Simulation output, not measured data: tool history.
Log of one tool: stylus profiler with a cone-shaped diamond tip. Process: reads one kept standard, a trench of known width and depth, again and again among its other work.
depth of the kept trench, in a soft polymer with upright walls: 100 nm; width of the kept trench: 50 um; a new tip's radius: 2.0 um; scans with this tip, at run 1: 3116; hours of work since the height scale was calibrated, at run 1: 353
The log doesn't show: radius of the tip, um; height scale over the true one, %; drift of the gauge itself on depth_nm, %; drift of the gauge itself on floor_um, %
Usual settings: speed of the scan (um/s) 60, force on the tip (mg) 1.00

run   hour  speed of the scan (um/s)  force on the tip (mg)  scans with this tip  hours of work since the height scale was calibrated  depth of the trench (nm)  width of the trench's floor (um)
  1    0.0                        60                   1.00                 3116                                                  353                    100.83                             48.22
  2   14.5                        60                   1.00                 3209                                                  363                    100.78                             48.20
  3   29.3                        60                   1.00                 3304                                                  374                    100.79                             48.26
  4   44.8                        60                   1.00                 3403                                                  385                    100.80                             48.22
  5   58.6                        60                   1.00                 3491                                                  395                    100.91                             48.20
  6   72.6                        60                   1.00                 3582                                                  406                    100.82                             48.23
  7   86.7                        60                   1.00                 3672                                                  416                    100.82                             48.27
  8   95.0                        60                   1.00                 3725                                                  422                    100.77                             48.20
  9  102.4                        60                   1.00                 3772                                                  427                    100.86                             48.17
 10  114.8                        22                   1.00                 3852                                                  436                    100.83                             48.47
 11  125.0                        22                   1.00                 3918                                                  444                    100.98                             48.51
 12  131.9                        22                   1.00                 3961                                                  449                    100.89                             48.41
 13  139.7                        60                   1.00                 4011                                                  454                    100.82                             48.27
 14  147.8                        60                   2.55                 4063                                                  460                    101.71                             48.38
 15  159.8                        60                   2.55                 4140                                                  469                    101.66                             48.33
 16  166.2                        60                   2.55                 4181                                                  474                    101.70                             48.43
 17  173.8                        60                   2.55                 4230                                                  479                    101.66                             48.40
 18  182.3                       103                   0.39                 4284                                                  485                    100.41                             47.45
 19  197.7                       103                   0.39                 4383                                                  496                    100.51                             47.42
 20  207.4                        98                   0.39                 4445                                                  503                    100.35                             47.49
 21  218.5                        98                   0.39                 4516                                                  512                    100.45                             47.50
 22  232.5                        55                   0.72                 4606                                                  522                    100.64                             48.14
 23  246.2                        16                   0.43                 4694                                                  532                    100.46                             48.40
 24  260.1                        31                   1.58                 4783                                                  542                    101.12                             48.43
 25  267.5                        38                   1.00                 4830                                                  547                    100.86                             48.36
 26  282.4                        38                   1.00                 4926                                                  558                    100.84                             48.32

Run 27 comes next. What will it give?
 27  295.1                        38                   1.00                 5007                                                  567                         ?                                 ?

depth of the trench (nm): 100.80
width of the trench's floor (um): 48.28
Without the tool's hidden state the same run would have given depth of the trench (nm) 100.91, width of the trench's floor (um) 48.42.
